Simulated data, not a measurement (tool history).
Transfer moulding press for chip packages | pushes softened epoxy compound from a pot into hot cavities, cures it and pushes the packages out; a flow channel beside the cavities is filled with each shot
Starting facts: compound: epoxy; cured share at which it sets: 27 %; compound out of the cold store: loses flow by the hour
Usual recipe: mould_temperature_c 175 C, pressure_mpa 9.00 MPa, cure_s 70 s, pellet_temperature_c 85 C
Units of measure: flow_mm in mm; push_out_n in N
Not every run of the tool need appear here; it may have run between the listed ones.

run,hour,mould_temperature_c,pressure_mpa,cure_s,pellet_temperature_c,incoming compound's hours out of the cold store,flow_mm,push_out_n
1,0.0,175,9.00,70,85,14.5,743,666
2,32.8,175,9.00,70,85,24.1,692,1055
# hour 39.9: cavities cleaned with cleaning compound and waxed
3,54.8,175,9.00,70,85,21.9,706,1317
# hour 85.8: cavities cleaned with cleaning compound and waxed
4,89.7,175,9.00,70,85,34.3,642,635
5,104.8,175,9.00,70,85,44.8,595,820
# hour 111.0: cavities cleaned with cleaning compound and waxed, once more
6,134.8,175,9.00,70,85,8.8,749,960
7,150.8,175,9.00,70,85,9.8,744,1075
# hour 157.5: cavities cleaned with cleaning compound and waxed
8,180.2,175,9.00,70,85,27.8,655,868
# hour 204.8: cavities cleaned with cleaning compound and waxed
9,206.6,175,9.00,70,85,21.6,673,621
10,225.5,175,9.00,70,85,44.4,575,817
11,242.7,175,9.00,70,85,17.3,681,1063
# hour 252.4: cavities cleaned with cleaning compound and waxed
12,277.1,175,9.00,70,85,20.2,664,907
# hour 284.6: plunger's sealing rings changed
# hour 302.7: cavities cleaned with cleaning compound and waxed
13,304.5,180,9.00,70,85,43.2,609,482
14,331.1,175,9.00,70,77,25.4,698,1001
15,344.9,175,9.00,70,77,17.0,733,1111
# hour 349.9: cavities cleaned with cleaning compound and waxed
16,369.1,175,9.00,70,77,14.1,749,904
17,387.3,175,9.00,70,77,11.7,753,1149
# hour 396.3: cavities cleaned with cleaning compound and waxed
18,410.2,171,10.60,78,87,12.8,822,829
19,439.0,179,9.00,83,84,46.7,579,767
# hour 443.2: cavities cleaned with cleaning compound and waxed
20,461.4,171,7.62,57,87,33.8,597,1751
21,484.1,175,9.38,107,95,39.3,623,732
# hour 491.3: cavities cleaned with cleaning compound and waxed
# hour 499.3: mould's thermocouples calibrated
22,509.5,175,9.38,107,95,46.3,589,569
23,534.8,175,9.38,107,95,40.7,606,696
# hour 540.1: cavities cleaned with cleaning compound and waxed
24,569.5,175,9.38,107,95,35.7,624,663
25,584.2,175,9.38,107,95,34.0,624,754
# hour 588.2: cavities cleaned with cleaning compound and waxed
# hour 613.1: plunger's sealing rings changed
26,620.3,171,10.09,54,87,35.7,701,2134
# hour 636.7: cavities cleaned with cleaning compound and waxed
27,655.0,171,10.09,54,87,32.3,710,1967

Here are 5 independent what-if runs from the current tool condition. What would each one return?
A,673.1,169,9.85,70,79,43.7,?,?
B,673.1,178,8.32,61,85,30.0,?,?
C,673.1,173,10.09,54,87,24.5,?,?
D,673.1,175,9.25,93,84,31.0,?,?
E,673.1,175,10.03,70,85,25.4,?,?

run,flow_mm,push_out_n
A,654,1394
B,644,1100
C,743,2210
D,678,751
E,729,986
Take away the tool's hidden state, keep each run's random variation, and the runs would have read:
run,flow_mm,push_out_n
A,665,742
B,654,587
C,755,1179
D,688,404
E,741,526

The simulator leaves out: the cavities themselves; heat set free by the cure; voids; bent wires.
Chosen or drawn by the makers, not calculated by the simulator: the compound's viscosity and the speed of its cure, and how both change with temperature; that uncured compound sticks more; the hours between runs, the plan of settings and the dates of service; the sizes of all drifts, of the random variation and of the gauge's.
